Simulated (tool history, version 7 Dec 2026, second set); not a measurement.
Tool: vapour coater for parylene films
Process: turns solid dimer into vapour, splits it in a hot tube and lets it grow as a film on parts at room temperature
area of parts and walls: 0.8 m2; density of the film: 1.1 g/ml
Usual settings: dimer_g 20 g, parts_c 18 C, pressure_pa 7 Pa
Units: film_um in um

run   hour  dimer_g  parts_c  pressure_pa  film_um
  1      0       20       18            7    10.29
  2   77.6       20       18            7    10.34
  3  137.2       20       18         2.15    11.07
  4  173.1       20       18         2.15    10.96
  5  232.1       20       18         2.15    11.06
  6  290.2       33       18            7    17.01
  7  351.7       11       18            7     5.56
  8  395.8       11       18            7      5.4
  9  437.5        9       15         2.14     5.61
 10  501.1       20       17        11.99     9.98
 11  568.4       20       18         5.99     9.99
     624.6  -- trap's valve overhauled
 12  627.6       20       18         5.99     11.1

5 ways to go on from here, each from the tool as it stands after run 12. What would each give?
  A  688.7       20       21            7        ?
  B  688.7       12       12         7.29        ?
  C  688.7       22       18            7        ?
  D  688.7       24       23         5.44        ?
  E  688.7       14       18         4.51        ?

run  film_um
  A      9.4
  B     8.78
  C    11.84
  D    10.36
  E     7.97
Without the tool's hidden state the same runs would have given:
run  film_um
  A     9.44
  B     8.82
  C    11.89
  D    10.41
  E        8
